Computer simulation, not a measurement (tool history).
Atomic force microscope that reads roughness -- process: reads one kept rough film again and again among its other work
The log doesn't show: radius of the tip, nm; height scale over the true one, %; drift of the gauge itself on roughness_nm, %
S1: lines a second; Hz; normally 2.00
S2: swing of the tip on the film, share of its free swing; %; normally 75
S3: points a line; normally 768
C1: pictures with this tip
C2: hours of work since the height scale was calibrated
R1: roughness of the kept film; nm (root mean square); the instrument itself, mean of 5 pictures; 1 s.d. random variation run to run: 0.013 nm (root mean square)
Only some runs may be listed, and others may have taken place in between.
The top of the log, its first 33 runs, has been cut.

run,hour,S1,S2,S3,C1,C2,R1
34,828.8,0.64,64,256,51,901,3.095
35,861.9,0.64,64,256,97,921,2.909
36,893.8,0.64,64,256,142,941,2.710
37,921.2,1.35,71,278,181,957,2.482
38,945.8,2.00,67,768,215,972,2.421
39,963.2,0.56,75,545,240,983,2.439
40,987.2,2.67,75,768,274,998,2.084
# hour 1004.3: new tip fitted
41,1012.8,2.82,75,768,12,1013,2.843
42,1027.0,2.82,75,768,32,1021,2.776
43,1058.3,1.47,68,768,76,1040,2.933
44,1092.3,1.47,68,768,124,1061,2.739
45,1110.7,1.47,68,768,150,1072,2.653
46,1141.5,1.47,78,423,193,1091,2.386
47,1174.6,3.99,75,282,239,1111,1.934
48,1192.8,3.39,75,777,265,1122,1.992
# hour 1215.0: new tip fitted
49,1223.1,3.39,86,472,11,1140,2.431
50,1247.3,2.49,63,625,45,1155,2.951
51,1278.7,2.49,75,625,89,1174,2.584
52,1312.4,1.67,75,625,137,1194,2.554
53,1341.6,1.67,75,625,178,1212,2.414

Each row is a separate what-if for the run after 53, all from the same tool condition, not one after another. Results?
A,1359.8,1.67,65,625,203,1223,?
B,1359.8,3.49,65,600,203,1223,?
C,1359.8,3.75,86,1000,203,1223,?
D,1359.8,1.67,78,625,203,1223,?

run,R1
A,2.441
B,2.285
C,1.792
D,2.306
With the hidden condition removed and each run's random variation left untouched, the same runs would have given:
run,R1
A,3.395
B,3.178
C,2.494
D,3.207
